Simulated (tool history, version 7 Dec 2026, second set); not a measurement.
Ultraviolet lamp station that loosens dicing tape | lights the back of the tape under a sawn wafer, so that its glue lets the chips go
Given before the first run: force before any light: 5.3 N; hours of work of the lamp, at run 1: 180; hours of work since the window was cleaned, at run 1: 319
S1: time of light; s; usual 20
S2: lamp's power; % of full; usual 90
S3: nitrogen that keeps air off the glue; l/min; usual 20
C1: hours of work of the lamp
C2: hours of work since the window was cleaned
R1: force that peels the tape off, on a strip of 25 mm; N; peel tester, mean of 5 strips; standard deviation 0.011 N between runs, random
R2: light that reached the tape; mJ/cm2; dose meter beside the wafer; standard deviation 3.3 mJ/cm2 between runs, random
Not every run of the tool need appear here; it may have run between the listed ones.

run,day,S1,S2,S3,C1,C2,R1,R2
1,0,20,90,20,180,319,0.484,529
2,0.45,20,90,20,187,326,0.5,530
3,0.679,20,87,20,191,330,0.535,512
4,1.025,20,90,20,196,335,0.496,526
5,1.312,20,90,20,201,339,0.508,531
6,1.804,20,90,6,208,347,0.923,536
7,2.033,20,90,6,212,351,0.967,525
8,2.462,20,90,6,219,357,0.9,524
9,2.688,20,90,6,222,361,0.938,531
10,3.146,24,71,9,229,368,0.827,498
11,3.5,24,71,13,235,374,0.691,502
12,3.9,24,88,13,241,380,0.473,616
13,4.267,19,64,8,247,386,1.466,360
14,4.6,38,96,8,252,391,0.215,1072
15,4.817,39,63,8,256,394,0.443,718
16,5.188,24,61,10,261,400,0.985,429

Alternative continuations, all from the tool just after run 16; predict every row:
A,5.479,20,90,10,266,404,?,?
B,5.479,20,93,20,266,404,?,?
C,5.479,35,65,10,266,404,?,?
D,5.479,14,63,17,266,404,?,?

run,R1,R2
A,0.715,526
B,0.486,543
C,0.474,666
D,1.647,255
Without the tool's unlogged condition, the same runs would have read:
run,R1,R2
A,0.711,528
B,0.483,545
C,0.472,667
D,1.642,256
